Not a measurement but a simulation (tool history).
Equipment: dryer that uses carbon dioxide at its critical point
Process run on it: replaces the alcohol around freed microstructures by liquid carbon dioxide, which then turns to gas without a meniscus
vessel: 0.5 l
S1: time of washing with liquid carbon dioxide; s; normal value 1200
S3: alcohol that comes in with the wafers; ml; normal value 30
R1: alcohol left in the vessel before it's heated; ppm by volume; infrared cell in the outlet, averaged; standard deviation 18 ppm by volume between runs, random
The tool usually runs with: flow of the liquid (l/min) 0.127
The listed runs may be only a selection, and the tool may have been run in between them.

Run 1, day 0.000: usual settings. Result: R1 1353 ppm by volume.
Run 2, day 0.350: usual settings. Result: R1 1338 ppm by volume.
Run 3, day 0.604: usual settings. Result: R1 1365 ppm by volume.
Run 4, day 0.796: usual settings. Result: R1 1383 ppm by volume.
Run 5, day 1.196: usual settings. Result: R1 1384 ppm by volume.
Run 6, day 1.454: usual settings. Result: R1 1378 ppm by volume.
Run 7, day 1.642: usual settings. Result: R1 1433 ppm by volume.
Run 8, day 2.008: usual settings but S3 52 ml. Result: R1 2332 ppm by volume.
Run 9, day 2.229: usual settings. Result: R1 1391 ppm by volume.
Run 10, day 2.454: usual settings. Result: R1 1411 ppm by volume.
Run 11, day 2.704: usual settings but S3 68 ml. Result: R1 3178 ppm by volume.
Run 12, day 2.896: usual settings but S3 68 ml. Result: R1 3100 ppm by volume.
Run 13, day 3.233: usual settings but S3 68 ml. Result: R1 3194 ppm by volume.
Run 14, day 3.667: usual settings but S3 68 ml. Result: R1 3142 ppm by volume.
Run 15, day 4.004: usual settings but S3 96 ml. Result: R1 4397 ppm by volume.
Run 16, day 4.308: usual settings. Result: R1 1456 ppm by volume.
Run 17, day 4.492: usual settings. Result: R1 1437 ppm by volume.
Run 18, day 4.879: usual settings. Result: R1 1410 ppm by volume.
Run 19, day 5.117: usual settings but S1 1260 s. Result: R1 1215 ppm by volume.
Run 20, day 5.375: usual settings but S1 1260 s. Result: R1 1219 ppm by volume.
Run 21, day 5.683: usual settings but S1 1260 s. Result: R1 1239 ppm by volume.
Run 22, day 6.021: usual settings but S1 1260 s. Result: R1 1210 ppm by volume.
Run 23, day 6.404: usual settings. Result: R1 1495 ppm by volume.
Run 24, day 6.625: usual settings but S1 960 s, flow of the liquid (l/min) 0.177, S3 85 ml. Result: R1 2540 ppm by volume.
Run 25, day 6.900: usual settings but S1 1260 s, flow of the liquid (l/min) 0.177, S3 69 ml. Result: R1 604 ppm by volume.
Run 26, day 7.162: usual settings but S1 1260 s, flow of the liquid (l/min) 0.177, S3 69 ml. Result: R1 597 ppm by volume.
Run 27, day 7.408: usual settings but S1 1260 s, flow of the liquid (l/min) 0.177, S3 69 ml. Result: R1 605 ppm by volume.
Run 28, day 7.692: usual settings but S1 1800 s, flow of the liquid (l/min) 0.102, S3 112 ml. Result: R1 2555 ppm by volume.
Run 29, day 8.104: usual settings but S1 1800 s, flow of the liquid (l/min) 0.117, S3 33 ml. Result: R1 432 ppm by volume.
Run 30, day 8.342: usual settings but S1 900 s, flow of the liquid (l/min) 0.123, S3 73 ml. Result: R1 9588 ppm by volume.
Run 31, day 8.658: usual settings but S1 900 s, flow of the liquid (l/min) 0.096, S3 21 ml. Result: R1 5107 ppm by volume.
Run 32, day 9.083: usual settings but S1 900 s, flow of the liquid (l/min) 0.096, S3 21 ml. Result: R1 5319 ppm by volume.
Run 33, day 9.412: usual settings but S1 900 s, flow of the liquid (l/min) 0.096, S3 21 ml. Result: R1 5275 ppm by volume.

What does the tool deliver on the next run?
Run 34, day 9.800: usual settings but S1 1560 s, S3 20 ml. Result: R1 ?.

Run 34 measured R1 371 ppm by volume.
Had the tool carried no hidden state, the very same run would have given R1 240 ppm by volume.

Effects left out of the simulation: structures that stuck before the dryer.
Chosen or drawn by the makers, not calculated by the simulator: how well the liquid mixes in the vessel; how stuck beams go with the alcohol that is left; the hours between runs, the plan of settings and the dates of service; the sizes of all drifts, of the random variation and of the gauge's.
